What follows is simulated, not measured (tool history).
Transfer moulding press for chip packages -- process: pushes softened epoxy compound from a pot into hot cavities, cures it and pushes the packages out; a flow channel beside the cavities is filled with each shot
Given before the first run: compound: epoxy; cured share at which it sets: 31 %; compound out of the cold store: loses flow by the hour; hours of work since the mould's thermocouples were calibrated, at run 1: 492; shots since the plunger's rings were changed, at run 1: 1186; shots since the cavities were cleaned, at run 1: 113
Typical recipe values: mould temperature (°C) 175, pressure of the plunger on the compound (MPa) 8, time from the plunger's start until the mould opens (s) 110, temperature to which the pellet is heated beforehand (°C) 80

run    hour  mould temperature (°C)  pressure of the plunger on the compound (MPa)  time from the plunger's start until the mould opens (s)  temperature to which the pellet is heated beforehand (°C)  hours of work since the mould's thermocouples were calibrated  shots since the plunger's rings were changed  shots since the cavities were cleaned  incoming compound's hours out of the cold store  length that the compound runs in the flow channel (mm)  greatest force on the pins that push the packages out (N)
  1       0                     175                                              8                                                      110                                                         80                                                            492                                          1186                                    113                                             31.8                                                     540                                                        475
  2    76.7                     175                                              8                                                      110                                                         80                                                            546                                          2072                                    999                                             33.6                                                     533                                                        472
       87.4  -- cavities cleaned with cleaning compound and waxed
      101.3  -- mould's thermocouples calibrated
      126.5  -- plunger's sealing rings changed
  3     154                     175                                           9.79                                                      110                                                         80                                                             36                                           317                                    717                                             41.8                                                     565                                                        452
      190.5  -- cavities cleaned with cleaning compound and waxed
  4   200.8                     175                                           9.79                                                      110                                                         80                                                             68                                           841                                    118                                             35.7                                                     586                                                        485
  5   275.7                     168                                              8                                                      110                                                         80                                                            121                                          1707                                    984                                             32.5                                                     558                                                        703
      285.2  -- cavities cleaned with cleaning compound and waxed
  6   342.7                     175                                              8                                                      110                                                         80                                                            167                                          2463                                    664                                             39.2                                                     515                                                        452
      355.9  -- plunger's sealing rings changed
      383.1  -- cavities cleaned with cleaning compound and waxed
  7   415.1                     175                                              8                                                      110                                                         90                                                            216                                           666                                    369                                             23.5                                                     565                                                        466
  8   451.6                     175                                              8                                                      110                                                         90                                                            242                                          1088                                    791                                             10.7                                                     601                                                        478
      478.6  -- cavities cleaned with cleaning compound and waxed
  9   507.2                     175                                              8                                                      110                                                         90                                                            280                                          1713                                    330                                             25.9                                                     556                                                        458
 10   553.6                     175                                              8                                                      110                                                         90                                                            313                                          2250                                    867                                             20.3                                                     565                                                        467
      573.2  -- cavities cleaned with cleaning compound and waxed
      587.6  -- plunger's sealing rings changed
 11   633.2                     175                                              8                                                      110                                                         80                                                            367                                           527                                    664                                             30.6                                                     540                                                        466
      672.6  -- cavities cleaned with cleaning compound and waxed
 12   687.7                     175                                              8                                                      110                                                         80                                                            404                                          1140                                    175                                             26.6                                                     553                                                        465
 13   726.1                     175                                           7.36                                                      110                                                         80                                                            432                                          1584                                    619                                             45.4                                                     482                                                        478
      770.3  -- cavities cleaned with cleaning compound and waxed
 14   788.1                     175                                           7.36                                                      110                                                         80                                                            474                                          2283                                    205                                             21.5                                                     542                                                        485
      814.1  -- plunger's sealing rings changed
 15   831.9                     179                                           7.36                                                      110                                                         80                                                            504                                           206                                    682                                             45.3                                                     473                                                        437
      872.2  -- cavities cleaned with cleaning compound and waxed
 16   878.4                     169                                           6.39                                                      133                                                         90                                                            536                                           727                                     73                                             11.3                                                     550                                                        483
      919.7  -- mould's thermocouples calibrated
 17   952.2                     169                                           6.39                                                      133                                                         90                                                             23                                          1556                                    902                                             30.7                                                     498                                                        458
      970.4  -- cavities cleaned with cleaning compound and waxed
 18    1028                     181                                           7.25                                                      125                                                         80                                                             76                                          2414                                    665                                             46.6                                                     460                                                        413
     1040.6  -- plunger's sealing rings changed
     1070.7  -- cavities cleaned with cleaning compound and waxed
 19  1077.5                     181                                           7.25                                                      125                                                         80                                                            108                                           410                                     79                                             38.1                                                     478                                                        404
 20  1110.1                     181                                           7.25                                                      125                                                         80                                                            131                                           786                                    455                                             21.8                                                     523                                                        420
 21  1157.3                     181                                           7.25                                                      125                                                         89                                                            165                                          1331                                   1000                                             41.9                                                     476                                                        396
     1165.9  -- cavities cleaned with cleaning compound and waxed
 22  1223.5                     181                                           7.25                                                      125                                                         89                                                            211                                          2079                                    665                                             37.1                                                     490                                                        405
       1263  -- cavities cleaned with cleaning compound and waxed
     1270.5  -- plunger's sealing rings changed
 23    1302                     171                                            9.4                                                      125                                                         89                                                            263                                           364                                    421                                             32.4                                                     596                                                        484
       1361  -- cavities cleaned with cleaning compound and waxed
 24    1361                     171                                           6.67                                                      146                                                         89                                                            304                                          1029                                      0                                             34.5                                                     495                                                        422
 25  1435.5                     171                                           6.67                                                      146                                                         89                                                            357                                          1890                                    861                                             25.9                                                     523                                                        444
     1456.2  -- cavities cleaned with cleaning compound and waxed
     1495.1  -- plunger's sealing rings changed
 26  1505.9                     167                                              8                                                      113                                                         80                                                            404                                           125                                    545                                               41                                                     535                                                        689
     1558.9  -- cavities cleaned with cleaning compound and waxed
 27    1569                     175                                              8                                                      122                                                         80                                                            448                                           837                                    117                                             29.6                                                     543                                                        437
 28  1642.1                     177                                            8.3                                                      119                                                         79                                                            500                                          1682                                    962                                               34                                                     530                                                        439

Below are 3 alternative next runs, each starting from the tool's condition after run 28. Predict each:
     1658.3  -- cavities cleaned with cleaning compound and waxed
  A  1715                     175                                            8.5                                                      110                                                         72                                                            550                                          2507                                    655                                             47.6                                                       ?                                                          ?
     1658.3  -- cavities cleaned with cleaning compound and waxed
  B  1715                     175                                            8.3                                                      116                                                         89                                                            550                                          2507                                    655                                             41.7                                                       ?                                                          ?
     1658.3  -- cavities cleaned with cleaning compound and waxed
  C  1715                     177                                           8.22                                                      120                                                         83                                                            550                                          2507                                    655                                             26.9                                                       ?                                                          ?

run  length that the compound runs in the flow channel (mm)  greatest force on the pins that push the packages out (N)
  A                                                     505                                                        450
  B                                                     517                                                        439
  C                                                     560                                                        433
Had the tool no hidden state, the same runs would have come out as:
run  length that the compound runs in the flow channel (mm)  greatest force on the pins that push the packages out (N)
  A                                                     505                                                        445
  B                                                     517                                                        433
  C                                                     560                                                        428

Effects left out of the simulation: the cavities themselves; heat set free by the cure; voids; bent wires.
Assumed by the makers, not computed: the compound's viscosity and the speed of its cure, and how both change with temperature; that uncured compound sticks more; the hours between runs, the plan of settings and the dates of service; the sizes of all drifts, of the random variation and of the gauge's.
